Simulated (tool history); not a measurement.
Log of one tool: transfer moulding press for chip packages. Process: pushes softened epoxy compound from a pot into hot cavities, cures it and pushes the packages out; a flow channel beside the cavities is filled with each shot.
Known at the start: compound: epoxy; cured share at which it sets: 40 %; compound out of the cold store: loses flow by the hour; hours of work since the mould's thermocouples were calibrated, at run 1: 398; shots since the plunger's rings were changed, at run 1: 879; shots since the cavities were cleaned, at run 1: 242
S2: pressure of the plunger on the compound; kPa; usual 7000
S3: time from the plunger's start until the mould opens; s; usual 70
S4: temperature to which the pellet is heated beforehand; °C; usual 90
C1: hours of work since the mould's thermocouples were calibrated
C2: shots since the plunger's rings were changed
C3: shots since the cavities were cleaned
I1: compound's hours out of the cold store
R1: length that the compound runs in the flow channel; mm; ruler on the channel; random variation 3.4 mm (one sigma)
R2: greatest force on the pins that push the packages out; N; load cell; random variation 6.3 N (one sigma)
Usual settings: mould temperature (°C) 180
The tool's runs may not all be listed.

run 1 hour=0.0 | mould_temperature_(°C)=180 S2=7000 S3=70 S4=90 | C1=398 C2=879 C3=242 | I1=19.8 | R1=1005 R2=245
-- hour=14.8 cavities cleaned with cleaning compound and waxed
run 2 hour=19.4 | mould_temperature_(°C)=180 S2=7000 S3=74 S4=90 | C1=408 C2=1139 C3=67 | I1=38.3 | R1=950 R2=249
run 3 hour=32.1 | mould_temperature_(°C)=180 S2=7000 S3=74 S4=90 | C1=415 C2=1324 C3=252 | I1=35.6 | R1=957 R2=229
-- hour=46.3 cavities cleaned with cleaning compound and waxed
run 4 hour=48.5 | mould_temperature_(°C)=180 S2=7000 S3=74 S4=90 | C1=424 C2=1539 C3=31 | I1=25.1 | R1=984 R2=227
run 5 hour=63.1 | mould_temperature_(°C)=180 S2=7000 S3=74 S4=90 | C1=432 C2=1752 C3=244 | I1=15.1 | R1=1014 R2=240
-- hour=77.0 cavities cleaned with cleaning compound and waxed
run 6 hour=80.4 | mould_temperature_(°C)=180 S2=7000 S3=74 S4=90 | C1=440 C2=1981 C3=48 | I1=31.5 | R1=963 R2=225
run 7 hour=97.5 | mould_temperature_(°C)=180 S2=7000 S3=70 S4=100 | C1=450 C2=2230 C3=297 | I1=27.7 | R1=975 R2=253
-- hour=108.6 cavities cleaned with cleaning compound and waxed
run 8 hour=115.3 | mould_temperature_(°C)=180 S2=5290 S3=70 S4=100 | C1=459 C2=2467 C3=97 | I1=12.5 | R1=888 R2=250
run 9 hour=124.8 | mould_temperature_(°C)=180 S2=5290 S3=70 S4=100 | C1=464 C2=2605 C3=235 | I1=45.0 | R1=804 R2=235
-- hour=140.2 cavities cleaned with cleaning compound and waxed
run 10 hour=143.6 | mould_temperature_(°C)=180 S2=5290 S3=70 S4=100 | C1=474 C2=2857 C3=50 | I1=9.8 | R1=895 R2=254
-- hour=152.9 plunger's sealing rings changed
run 11 hour=158.8 | mould_temperature_(°C)=174 S2=5290 S3=70 S4=100 | C1=481 C2=85 C3=234 | I1=24.9 | R1=884 R2=347
run 12 hour=169.1 | mould_temperature_(°C)=174 S2=5290 S3=70 S4=100 | C1=486 C2=235 C3=384 | I1=27.8 | R1=877 R2=321
-- hour=174.4 cavities cleaned with cleaning compound and waxed
run 13 hour=179.3 | mould_temperature_(°C)=180 S2=7000 S3=70 S4=90 | C1=491 C2=361 C3=71 | I1=31.7 | R1=967 R2=257
run 14 hour=188.3 | mould_temperature_(°C)=180 S2=7000 S3=70 S4=90 | C1=496 C2=492 C3=202 | I1=13.9 | R1=1018 R2=245
-- hour=206.1 cavities cleaned with cleaning compound and waxed
run 15 hour=208.1 | mould_temperature_(°C)=178 S2=6700 S3=70 S4=90 | C1=506 C2=758 C3=29 | I1=27.9 | R1=965 R2=277
run 16 hour=225.6 | mould_temperature_(°C)=178 S2=6700 S3=95 S4=90 | C1=516 C2=1013 C3=284 | I1=44.0 | R1=914 R2=209
-- hour=237.7 cavities cleaned with cleaning compound and waxed
run 17 hour=239.4 | mould_temperature_(°C)=183 S2=5630 S3=109 S4=84 | C1=523 C2=1192 C3=25 | I1=25.7 | R1=873 R2=209
run 18 hour=258.4 | mould_temperature_(°C)=182 S2=7000 S3=70 S4=90 | C1=533 C2=1468 C3=301 | I1=11.8 | R1=1010 R2=245
-- hour=269.4 cavities cleaned with cleaning compound and waxed
run 19 hour=273.6 | mould_temperature_(°C)=182 S2=7000 S3=70 S4=90 | C1=541 C2=1667 C3=61 | I1=31.1 | R1=958 R2=235
run 20 hour=282.1 | mould_temperature_(°C)=182 S2=7000 S3=70 S4=90 | C1=546 C2=1790 C3=184 | I1=14.7 | R1=1003 R2=242
-- hour=300.2 cavities cleaned with cleaning compound and waxed
run 21 hour=301.3 | mould_temperature_(°C)=182 S2=7000 S3=70 S4=90 | C1=555 C2=2048 C3=17 | I1=44.1 | R1=923 R2=235
run 22 hour=314.5 | mould_temperature_(°C)=182 S2=7000 S3=70 S4=90 | C1=563 C2=2239 C3=208 | I1=42.3 | R1=930 R2=231
-- hour=330.9 cavities cleaned with cleaning compound and waxed
run 23 hour=330.9 | mould_temperature_(°C)=180 S2=8620 S3=70 S4=82 | C1=571 C2=2456 C3=0 | I1=36.9 | R1=1066 R2=249
run 24 hour=345.4 | mould_temperature_(°C)=186 S2=7000 S3=70 S4=95 | C1=579 C2=2666 C3=210 | I1=22.6 | R1=969 R2=216
run 25 hour=357.9 | mould_temperature_(°C)=186 S2=6120 S3=70 S4=95 | C1=586 C2=2848 C3=392 | I1=18.8 | R1=918 R2=215
-- hour=362.3 cavities cleaned with cleaning compound and waxed
-- hour=369.5 plunger's sealing rings changed
run 26 hour=370.7 | mould_temperature_(°C)=173 S2=6120 S3=70 S4=95 | C1=591 C2=17 C3=86 | I1=14.8 | R1=983 R2=346
run 27 hour=385.2 | mould_temperature_(°C)=184 S2=7000 S3=70 S4=90 | C1=599 C2=228 C3=297 | I1=20.4 | R1=983 R2=223

Hidden state at the last listed run before each entry between runs and at the first one after, where it differs:
Between runs 1 and 2: cavities cleaned with cleaning compound and waxed (hour 14.8)
  pressure that reaches the compound, % of what is set: 99.87 -> 99.84; grip of the stained cavities, % over clean ones': 1.4 -> 0.5
Between runs 3 and 4: cavities cleaned with cleaning compound and waxed (hour 46.3)
  pressure that reaches the compound, % of what is set: 99.82 -> 99.79; grip of the stained cavities, % over clean ones': 1.4 -> 0.2
Between runs 5 and 6: cavities cleaned with cleaning compound and waxed (hour 77.0)
  pressure that reaches the compound, % of what is set: 99.76 -> 99.74; grip of the stained cavities, % over clean ones': 1.4 -> 0.4
Between runs 7 and 8: cavities cleaned with cleaning compound and waxed (hour 108.6)
  true mould temperature over the reading, C: 0.02 -> 0.03; pressure that reaches the compound, % of what is set: 99.7 -> 99.67; grip of the stained cavities, % over clean ones': 1.6 -> 0.7
Between runs 9 and 10: cavities cleaned with cleaning compound and waxed (hour 140.2)
  pressure that reaches the compound, % of what is set: 99.65 -> 99.62; grip of the stained cavities, % over clean ones': 1.4 -> 0.4
Between runs 10 and 11: plunger's sealing rings changed (hour 152.9)
  pressure that reaches the compound, % of what is set: 99.62 -> 99.98; grip of the stained cavities, % over clean ones': 0.4 -> 1.4
Between runs 12 and 13: cavities cleaned with cleaning compound and waxed (hour 174.4)
  pressure that reaches the compound, % of what is set: 99.96 -> 99.95; grip of the stained cavities, % over clean ones': 1.9 -> 0.5
Between runs 14 and 15: cavities cleaned with cleaning compound and waxed (hour 206.1)
  pressure that reaches the compound, % of what is set: 99.93 -> 99.9; grip of the stained cavities, % over clean ones': 1.2 -> 0.3
Between runs 16 and 17: cavities cleaned with cleaning compound and waxed (hour 237.7)
  pressure that reaches the compound, % of what is set: 99.87 -> 99.84; grip of the stained cavities, % over clean ones': 1.6 -> 0.3
Between runs 18 and 19: cavities cleaned with cleaning compound and waxed (hour 269.4)
  pressure that reaches the compound, % of what is set: 99.81 -> 99.78; grip of the stained cavities, % over clean ones': 1.6 -> 0.4
Between runs 20 and 21: cavities cleaned with cleaning compound and waxed (hour 300.2)
  pressure that reaches the compound, % of what is set: 99.76 -> 99.73; grip of the stained cavities, % over clean ones': 1.1 -> 0.1
Between runs 22 and 23: cavities cleaned with cleaning compound and waxed (hour 330.9)
  pressure that reaches the compound, % of what is set: 99.71 -> 99.68; grip of the stained cavities, % over clean ones': 1.2 -> 0.1
Between runs 25 and 26: cavities cleaned with cleaning compound and waxed (hour 362.3); plunger's sealing rings changed (hour 369.5)
  pressure that reaches the compound, % of what is set: 99.63 -> 99.99; grip of the stained cavities, % over clean ones': 1.9 -> 0.7
